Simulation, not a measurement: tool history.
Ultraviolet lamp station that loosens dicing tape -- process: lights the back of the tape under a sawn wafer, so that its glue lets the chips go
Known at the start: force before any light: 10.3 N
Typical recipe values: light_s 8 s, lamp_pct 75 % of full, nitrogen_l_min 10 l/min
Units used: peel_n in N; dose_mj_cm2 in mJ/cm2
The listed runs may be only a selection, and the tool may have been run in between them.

Run 1, hour 0: usual settings. Result: peel_n 0.303 N, dose_mj_cm2 424 mJ/cm2.
Run 2, hour 42.8: usual settings but lamp_pct 67 % of full. Result: peel_n 0.419 N, dose_mj_cm2 380 mJ/cm2.
Run 3, hour 81.8: usual settings. Result: peel_n 0.316 N, dose_mj_cm2 416 mJ/cm2.
Run 4, hour 133.8: usual settings. Result: peel_n 0.339 N, dose_mj_cm2 413 mJ/cm2.
Run 5, hour 168: usual settings. Result: peel_n 0.342 N, dose_mj_cm2 404 mJ/cm2.
Run 6, hour 240.9: usual settings. Result: peel_n 0.357 N, dose_mj_cm2 399 mJ/cm2.
At hour 245.1: window cleaned of glue's vapour.
Run 7, hour 309.9: usual settings. Result: peel_n 0.412 N, dose_mj_cm2 374 mJ/cm2.
Run 8, hour 356: usual settings. Result: peel_n 0.429 N, dose_mj_cm2 365 mJ/cm2.
At hour 402.2: window cleaned of glue's vapour, once more.
Run 9, hour 419.6: usual settings. Result: peel_n 0.337 N, dose_mj_cm2 417 mJ/cm2.
Run 10, hour 455.6: usual settings. Result: peel_n 0.339 N, dose_mj_cm2 413 mJ/cm2.
Run 11, hour 507.6: usual settings but nitrogen_l_min 11 l/min. Result: peel_n 0.34 N, dose_mj_cm2 413 mJ/cm2.
Run 12, hour 539.7: usual settings but nitrogen_l_min 11 l/min. Result: peel_n 0.343 N, dose_mj_cm2 404 mJ/cm2.
Run 13, hour 584.5: usual settings but nitrogen_l_min 11 l/min. Result: peel_n 0.351 N, dose_mj_cm2 401 mJ/cm2.
Run 14, hour 643.7: usual settings but nitrogen_l_min 7 l/min. Result: peel_n 0.439 N, dose_mj_cm2 392 mJ/cm2.
Run 15, hour 707.4: usual settings but light_s 6 s, lamp_pct 93 % of full, nitrogen_l_min 12 l/min. Result: peel_n 0.445 N, dose_mj_cm2 357 mJ/cm2.
Run 16, hour 744.6: usual settings but light_s 6 s, lamp_pct 93 % of full, nitrogen_l_min 12 l/min. Result: peel_n 0.432 N, dose_mj_cm2 354 mJ/cm2.
Run 17, hour 814.6: usual settings but light_s 6 s, lamp_pct 93 % of full, nitrogen_l_min 12 l/min. Result: peel_n 0.453 N, dose_mj_cm2 349 mJ/cm2.
Run 18, hour 884.3: usual settings but light_s 14 s, lamp_pct 82 % of full, nitrogen_l_min 17 l/min. Result: peel_n 0.162 N, dose_mj_cm2 701 mJ/cm2.
Run 19, hour 957.3: usual settings but light_s 4 s, nitrogen_l_min 11 l/min. Result: peel_n 1.82 N, dose_mj_cm2 180 mJ/cm2.

5 options for the next run, each taken on its own from the tool as it stands now. Forecast them:
Run A, hour 1018: usual settings but light_s 9 s, lamp_pct 86 % of full. Result: peel_n ?, dose_mj_cm2 ?.
Run B, hour 1018: usual settings but light_s 11 s, lamp_pct 77 % of full, nitrogen_l_min 3 l/min. Result: peel_n ?, dose_mj_cm2 ?.
Run C, hour 1018: usual settings but nitrogen_l_min 6 l/min. Result: peel_n ?, dose_mj_cm2 ?.
Run D, hour 1018: usual settings but light_s 11 s, lamp_pct 87 % of full, nitrogen_l_min 7 l/min. Result: peel_n ?, dose_mj_cm2 ?.
Run E, hour 1018: usual settings but light_s 12 s, lamp_pct 84 % of full, nitrogen_l_min 4 l/min. Result: peel_n ?, dose_mj_cm2 ?.

run  peel_n  dose_mj_cm2
  A   0.269          450
  B   0.393          498
  C   0.597          349
  D   0.211          566
  E   0.238          590
Take away the tool's hidden state, keep each run's random variation, and the runs would have read:
run  peel_n  dose_mj_cm2
  A   0.186          583
  B   0.228          646
  C   0.328          453
  D   0.165          732
  E   0.171          764
